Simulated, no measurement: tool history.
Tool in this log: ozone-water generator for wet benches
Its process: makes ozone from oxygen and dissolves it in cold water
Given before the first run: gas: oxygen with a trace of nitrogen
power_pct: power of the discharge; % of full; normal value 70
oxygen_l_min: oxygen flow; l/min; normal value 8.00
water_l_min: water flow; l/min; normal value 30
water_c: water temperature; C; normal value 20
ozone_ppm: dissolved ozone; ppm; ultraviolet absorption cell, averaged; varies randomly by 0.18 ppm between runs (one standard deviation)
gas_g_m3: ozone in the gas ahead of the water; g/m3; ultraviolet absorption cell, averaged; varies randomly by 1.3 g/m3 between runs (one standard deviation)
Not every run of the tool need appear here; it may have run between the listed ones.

| run | hour | power_pct | oxygen_l_min | water_l_min | water_c | ozone_ppm | gas_g_m3 |
|---|---|---|---|---|---|---|---|
| 1 | 0.0 | 70 | 8.00 | 30 | 20 | 24.6 | 229.9 |
| 2 | 44.1 | 70 | 8.00 | 30 | 20 | 24.6 | 228.9 |
| 3 | 99.5 | 70 | 4.77 | 30 | 20 | 25.3 | 317.1 |
| 4 | 134.2 | 70 | 4.77 | 30 | 20 | 24.6 | 317.7 |
| 5 | 180.3 | 80 | 8.00 | 30 | 20 | 27.7 | 258.3 |
| 6 | 262.9 | 70 | 8.00 | 29 | 20 | 25.3 | 226.6 |
| 7 | 303.7 | 70 | 8.00 | 30 | 20 | 24.8 | 228.2 |
| 8 | 348.3 | 70 | 5.74 | 30 | 20 | 25.5 | 280.6 |
| 9 | 434.3 | 80 | 6.66 | 22 | 23 | 32.9 | 285.6 |
| 10 | 485.7 | 70 | 8.00 | 45 | 26 | 16.9 | 226.1 |
| 11 | 553.8 | 70 | 8.00 | 45 | 26 | 17.1 | 225.7 |
| 12 | 620.8 | 48 | 4.03 | 44 | 28 | 11.7 | 251.9 |
| 13 | 680.3 | 48 | 4.03 | 44 | 28 | 11.9 | 249.9 |
| 14 | 720.7 | 48 | 4.03 | 44 | 28 | 11.9 | 250.5 |

Branching from run 14: 3 alternative next runs. What would each branch give?
| A | 785.9 | 65 | 8.00 | 31 | 27 | ? | ? |
| B | 785.9 | 48 | 11.37 | 42 | 16 | ? | ? |
| C | 785.9 | 62 | 8.00 | 30 | 20 | ? | ? |

| run | ozone_ppm | gas_g_m3 |
|---|---|---|
| A | 20.7 | 211.6 |
| B | 14.5 | 132.2 |
| C | 22.1 | 203.5 |
Without the tool's unlogged condition, the same runs would have read:
| run | ozone_ppm | gas_g_m3 |
|---|---|---|
| A | 20.8 | 214.7 |
| B | 14.6 | 134.1 |
| C | 22.2 | 206.4 |
